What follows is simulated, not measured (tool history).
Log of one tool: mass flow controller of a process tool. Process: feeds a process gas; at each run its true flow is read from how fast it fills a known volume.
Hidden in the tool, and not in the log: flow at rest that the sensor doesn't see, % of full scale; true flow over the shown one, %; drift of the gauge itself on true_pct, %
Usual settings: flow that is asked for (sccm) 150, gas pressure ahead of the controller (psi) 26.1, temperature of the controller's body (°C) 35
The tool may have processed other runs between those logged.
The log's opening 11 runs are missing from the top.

run	day	flow that is asked for (sccm)	gas pressure ahead of the controller (psi)	temperature of the controller's body (°C)	hours of work since the controller was set to zero	hours of work since the controller was changed	true flow (%)
# day 23.575: controller's zero set anew
12	25.508	150	26.1	21	28	1067	97.98
13	27.825	150	24.2	35	61	1100	99.20
14	30.404	150	26.1	35	99	1138	99.21
15	32.150	150	26.1	35	124	1163	98.97
16	34.550	150	26.1	35	159	1197	99.12
17	37.862	182	21.5	32	206	1245	98.95
18	41.212	52	21.5	21	255	1294	98.23
# day 42.554: controller's zero set anew, once more
19	42.929	165	40.3	21	5	1318	97.26
20	45.546	165	40.3	21	43	1356	97.40
21	47.596	165	40.3	21	73	1385	97.39
22	50.292	165	40.3	21	112	1424	97.22
23	52.567	165	40.3	21	145	1457	97.26
24	54.596	165	33.1	21	174	1487	97.53
25	57.250	165	33.1	21	212	1525	97.39
26	59.717	117	24.8	20	248	1561	97.36
27	61.429	216	24.7	20	273	1585	97.92
28	63.825	360	24.7	33	307	1620	99.63
29	65.183	464	27.0	39	327	1639	100.67
30	68.475	406	34.5	25	374	1687	98.96
31	69.846	150	30.9	31	394	1707	98.28
32	72.996	150	30.9	31	440	1752	98.23

Each row is a separate what-if for the run after 32, all from the same tool condition, not one after another. Results?
A	76.075	137	30.9	31	484	1797	?
B	76.075	320	28.7	35	484	1797	?
C	76.075	150	32.6	35	484	1797	?
D	76.075	500	20.7	31	484	1797	?
E	76.075	150	26.1	40	484	1797	?

run	true flow (%)
A	98.07
B	99.45
C	98.44
D	100.21
E	99.12
With the hidden condition removed and each run's random variation left untouched, the same runs would have given:
run	true flow (%)
A	98.39
B	99.87
C	98.78
D	100.64
E	99.45

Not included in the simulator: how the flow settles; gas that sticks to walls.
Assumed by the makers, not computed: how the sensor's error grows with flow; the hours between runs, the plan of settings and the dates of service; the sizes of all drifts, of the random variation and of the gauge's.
